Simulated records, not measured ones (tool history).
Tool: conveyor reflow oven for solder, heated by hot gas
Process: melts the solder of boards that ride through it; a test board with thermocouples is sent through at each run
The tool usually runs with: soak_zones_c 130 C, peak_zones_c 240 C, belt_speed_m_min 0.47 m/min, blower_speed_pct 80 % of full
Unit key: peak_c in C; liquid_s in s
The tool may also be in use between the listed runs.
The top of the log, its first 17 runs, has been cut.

run,hour,soak_zones_c,peak_zones_c,belt_speed_m_min,blower_speed_pct,peak_c,liquid_s
18,631.4,122,246,0.463,59,224.9,59.6
19,662.7,122,246,0.463,59,224.7,59.7
20,703.3,115,253,0.474,80,235.6,63.7
21,732.1,130,233,0.47,57,213.5,51.9
22,774.2,130,233,0.47,57,213.7,51.9
# hour 796.1: flux residue cleaned out of gas plates and filters
23,803.6,130,233,0.47,57,217,54.6
24,845.5,133,240,0.381,80,235.7,86.3
25,879.8,133,254,0.518,72,237.7,63.4
26,920.8,133,254,0.518,72,237,63.6
27,964.8,125,229,0.47,80,219.2,57.6
28,1018.5,129,230,0.4,80,224.6,74.3
29,1048.8,138,240,0.47,80,230.6,68.2
30,1093.3,138,240,0.47,70,228.3,66.3
31,1149.2,117,235,0.506,68,215.9,47.7

Forecast each of these 3 alternatives for the next run:
A,1196.3,117,247,0.506,62,?,?
B,1196.3,130,239,0.47,80,?,?
C,1196.3,130,240,0.461,80,?,?

run,peak_c,liquid_s
A,223.3,53
B,228.2,65
C,229,67.3
Without the tool's unlogged condition, the same runs would have read:
run,peak_c,liquid_s
A,221.4,50.2
B,226.1,62.2
C,226.9,64.4
